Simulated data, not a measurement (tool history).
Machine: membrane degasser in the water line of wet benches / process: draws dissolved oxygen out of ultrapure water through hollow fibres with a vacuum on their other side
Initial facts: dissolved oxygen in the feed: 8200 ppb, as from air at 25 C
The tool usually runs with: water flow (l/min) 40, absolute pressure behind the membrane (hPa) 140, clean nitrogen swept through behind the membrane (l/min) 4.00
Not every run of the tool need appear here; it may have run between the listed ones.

run    hour  water flow (l/min)  absolute pressure behind the membrane (hPa)  clean nitrogen swept through behind the membrane (l/min)  dissolved oxygen in the water behind the degasser (ppb)  pressure that the water loses in the fibres (hPa)
  1     0.0                  40                                          140                                                      4.00                                                    264.1                                              655.3
  2   104.9                  40                                          140                                                      4.00                                                    264.4                                              658.2
  3   160.1                  40                                          140                                                      4.00                                                    262.3                                              658.7
  4   263.5                  40                                          140                                                      4.00                                                    266.7                                              652.1
  5   366.7                  40                                          140                                                      4.00                                                    264.8                                              654.7
  6   481.2                  40                                          140                                                      4.00                                                    267.1                                              657.1
      559.1  -- vacuum gauge calibrated
  7   607.0                  40                                          140                                                      4.00                                                    257.7                                              658.1
  8   694.1                  40                                          140                                                      4.00                                                    259.5                                              656.8
  9   763.0                  40                                          140                                                      5.34                                                    200.1                                              656.3
      788.1  -- seals of the vacuum lines changed
 10   874.8                  40                                          140                                                      5.38                                                    197.2                                              660.1
 11   967.1                  40                                          299                                                      5.38                                                    459.6                                              657.4
 12  1060.0                  40                                          299                                                      5.38                                                    460.0                                              655.3
 13  1139.7                  40                                          299                                                      5.38                                                    457.3                                              662.0
 14  1231.9                  40                                          299                                                      5.38                                                    456.6                                              659.8
 15  1309.0                  40                                          299                                                      5.38                                                    459.9                                              660.5
 16  1364.9                  40                                          328                                                      4.00                                                    661.4                                              662.8
 17  1484.7                  44                                          310                                                      8.86                                                    330.8                                              731.7
 18  1586.9                  56                                          140                                                      4.00                                                    363.4                                              931.4
 19  1682.4                  31                                           93                                                     11.98                                                     41.9                                              514.9
 20  1774.1                  31                                           93                                                     11.98                                                     42.7                                              511.3
 21  1840.0                  54                                          257                                                      8.21                                                    369.4                                              893.6
 22  1939.3                  28                                          140                                                      7.18                                                    104.5                                              466.4
 23  2022.7                  28                                          140                                                      7.18                                                    105.2                                              464.8
 24  2115.0                  28                                          140                                                      7.18                                                    105.3                                              465.6
 25  2210.1                  58                                          140                                                      2.14                                                    623.4                                              967.9
 26  2335.3                  61                                          101                                                      4.00                                                    272.9                                             1017.4
 27  2407.5                  61                                          101                                                      4.00                                                    275.8                                             1022.4
 28  2529.6                  54                                          101                                                      1.66                                                    480.7                                              904.2
 29  2645.0                  54                                          101                                                      1.66                                                    481.3                                              899.5
 30  2740.1                  49                                          140                                                      8.67                                                    166.7                                              819.2
 31  2866.1                  39                                          155                                                      5.21                                                    225.6                                              655.7

Forecast each of these 4 alternatives for the next run:
  A  2945.2                  46                                          121                                                      1.95                                                        ?                                                  ?
  B  2945.2                  39                                          126                                                      5.21                                                        ?                                                  ?
  C  2945.2                  39                                          155                                                     10.24                                                        ?                                                  ?
  D  2945.2                  51                                          289                                                      9.34                                                        ?                                                  ?

run  dissolved oxygen in the water behind the degasser (ppb)  pressure that the water loses in the fibres (hPa)
  A                                                    458.4                                              773.2
  B                                                    177.2                                              654.2
  C                                                    123.1                                              656.8
  D                                                    349.7                                              853.9
Without the tool's hidden state the same runs would have given:
run  dissolved oxygen in the water behind the degasser (ppb)  pressure that the water loses in the fibres (hPa)
  A                                                    445.2                                              747.9
  B                                                    171.2                                              632.8
  C                                                    119.0                                              635.2
  D                                                    342.2                                              825.9
